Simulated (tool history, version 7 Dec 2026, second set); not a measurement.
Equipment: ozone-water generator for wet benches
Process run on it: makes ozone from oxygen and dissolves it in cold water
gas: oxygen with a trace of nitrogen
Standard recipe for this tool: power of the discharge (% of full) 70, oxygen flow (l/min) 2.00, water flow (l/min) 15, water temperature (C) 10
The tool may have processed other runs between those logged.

run   hour  power of the discharge (% of full)  oxygen flow (l/min)  water flow (l/min)  water temperature (C)  dissolved ozone (ppm)  ozone in the gas ahead of the water (g/m3)
  1    0.0                                  70                 2.00                  15                     10                   11.0                                       162.3
  2   19.1                                  70                 2.00                  15                      6                   11.1                                       165.7
  3   49.8                                  70                 2.00                  15                      6                   11.5                                       164.0
  4   66.3                                  70                 2.67                  15                     10                   11.9                                       146.3
  5   88.6                                  70                 2.00                  19                     10                    8.4                                       163.8
  6  113.3                                  70                 2.00                  19                     10                    8.5                                       166.1
  7  149.7                                  70                 2.00                  19                     10                    8.6                                       164.3
  8  175.4                                  70                 1.32                  15                     10                    9.5                                       194.5
  9  199.9                                  70                 1.32                  15                     10                    9.4                                       195.0
 10  236.5                                  70                 1.32                  15                     10                    9.3                                       195.8
 11  265.9                                  78                 2.00                  15                     10                   11.7                                       175.3
 12  297.4                                  70                 2.04                  15                     10                   10.8                                       162.8
 13  321.1                                  70                 2.04                  15                     10                   10.8                                       163.3
 14  347.1                                  70                 2.58                  15                     10                   11.4                                       144.4
 15  365.6                                  70                 2.00                  10                     10                   15.7                                       164.7
 16  400.5                                  70                 2.00                  15                     10                   10.9                                       163.4
 17  421.6                                  70                 2.00                  15                     10                   10.6                                       163.9
     427.4  -- contactor cleaned
 18  449.6                                  70                 2.00                  15                     10                   10.7                                       163.9
 19  475.4                                  70                 3.44                  15                     10                   12.6                                       129.1
     492.5  -- contactor cleaned, once more
 20  498.7                                  84                 3.44                  15                     10                   14.5                                       145.1
 21  528.2                                  50                 3.50                  19                     10                    8.1                                       102.9
 22  548.1                                  53                 3.46                  10                     10                   14.5                                       107.6
 23  577.1                                  53                 3.46                  10                     10                   14.4                                       106.7
 24  613.1                                  99                 1.49                  19                     12                    9.7                                       232.6
 25  650.5                                  99                 1.49                  12                     12                   15.4                                       231.9
 26  667.8                                  70                 3.37                  17                     10                   11.4                                       130.0
 27  692.0                                  70                 1.95                  12                     10                   13.6                                       164.5
 28  726.4                                  70                 1.95                  13                     10                   12.3                                       164.3
 29  758.0                                  76                 1.18                  13                     10                   11.1                                       215.4
 30  783.8                                  68                 1.18                  14                      6                    9.6                                       200.0
 31  812.2                                  75                 2.00                  15                     10                   11.4                                       168.5
 32  848.5                                  77                 2.00                  15                      9                   11.7                                       173.2
 33  879.3                                  70                 1.46                  15                     16                    9.6                                       185.3
 34  907.3                                  93                 1.03                  23                      8                    6.4                                       259.9

Here are 3 independent what-if runs from the current tool condition. What would each one return?
  A  941.0                                  43                 1.83                  15                     10                      ?                                           ?
  B  941.0                                  93                 1.12                  23                      8                      ?                                           ?
  C  941.0                                  42                 1.08                  15                     10                      ?                                           ?

run  dissolved ozone (ppm)  ozone in the gas ahead of the water (g/m3)
  A                    7.7                                       122.6
  B                    6.7                                       251.5
  C                    5.9                                       151.2
Stripped of hidden state, with their random variation kept, the same runs would have yielded:
run  dissolved ozone (ppm)  ozone in the gas ahead of the water (g/m3)
  A                    7.8                                       123.9
  B                    6.9                                       256.1
  C                    6.0                                       152.7

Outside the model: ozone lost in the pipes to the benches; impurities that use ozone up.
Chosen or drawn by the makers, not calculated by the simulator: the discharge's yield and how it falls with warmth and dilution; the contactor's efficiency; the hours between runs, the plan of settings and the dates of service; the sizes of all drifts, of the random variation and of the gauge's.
